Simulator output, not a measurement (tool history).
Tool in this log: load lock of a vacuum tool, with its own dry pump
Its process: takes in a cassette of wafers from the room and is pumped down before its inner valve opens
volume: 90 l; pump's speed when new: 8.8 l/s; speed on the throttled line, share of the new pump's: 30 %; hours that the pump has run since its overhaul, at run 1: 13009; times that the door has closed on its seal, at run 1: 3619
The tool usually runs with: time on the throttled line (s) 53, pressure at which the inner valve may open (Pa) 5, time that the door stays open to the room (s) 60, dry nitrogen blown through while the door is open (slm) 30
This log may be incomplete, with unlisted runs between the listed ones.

run,hour,time on the throttled line (s),pressure at which the inner valve may open (Pa),time that the door stays open to the room (s),dry nitrogen blown through while the door is open (slm),hours that the pump has run since its overhaul,times that the door has closed on its seal,"incoming humidity of the room's air, %",time from the closed door until the inner valve may open (s),rise of the pressure with all valves shut (Pa/min)
1,0.0,53,5,60,30,13009,3619,47.8,150.9,0.037
2,40.6,53,5,60,30,13050,3684,44.5,151.0,0.041
3,114.4,53,5,60,30,13124,3803,47.4,151.0,0.041
4,205.6,53,6,60,30,13215,3950,42.1,148.1,0.033
5,251.0,53,6,60,30,13260,4022,42.7,150.4,0.036
6,304.1,53,5,60,30,13314,4108,46.7,151.5,0.043
7,403.4,53,5,60,30,13413,4268,44.6,149.2,0.039
8,454.8,53,5,60,30,13464,4350,43.5,152.5,0.037
9,539.2,53,5,60,30,13549,4486,45.4,151.8,0.040
10,589.0,53,5,60,30,13598,4566,46.3,151.3,0.041
11,643.7,53,5,60,30,13653,4654,46.4,151.0,0.042
12,723.7,53,5,60,30,13733,4782,44.2,152.9,0.042
13,819.8,53,5,60,30,13829,4937,43.5,150.8,0.036
14,865.8,53,5,60,30,13875,5011,42.2,152.4,0.041
15,958.5,53,5,60,4,13968,5160,44.2,151.5,0.059
16,1002.0,53,5,60,4,14011,5230,46.6,151.8,0.061
17,1047.5,53,5,60,4,14057,5303,46.4,151.7,0.061
18,1110.5,53,5,129,30,14120,5404,44.5,152.1,0.050
19,1179.2,53,5,176,16,14189,5515,46.1,154.1,0.079
20,1257.3,53,9,206,30,14267,5640,45.9,143.6,0.066
21,1306.9,53,5,191,14,14316,5720,44.7,152.6,0.077
22,1354.1,53,5,191,14,14363,5796,43.1,151.7,0.073
23,1400.3,53,5,191,14,14410,5870,47.1,149.9,0.083
24,1443.3,29,6,191,14,14453,5939,44.4,132.9,0.079
25,1536.9,29,6,112,14,14546,6090,45.4,132.8,0.066
26,1625.1,29,6,112,14,14634,6232,42.3,134.1,0.056

Expected results for the next run?
27,1707.4,29,6,112,14,14717,6364,42.7,?,?

time from the closed door until the inner valve may open (s): 133.9
rise of the pressure with all valves shut (Pa/min): 0.066
With no hidden state in the tool, this same run would have given time from the closed door until the inner valve may open (s) 121.1, rise of the pressure with all valves shut (Pa/min) 0.052.
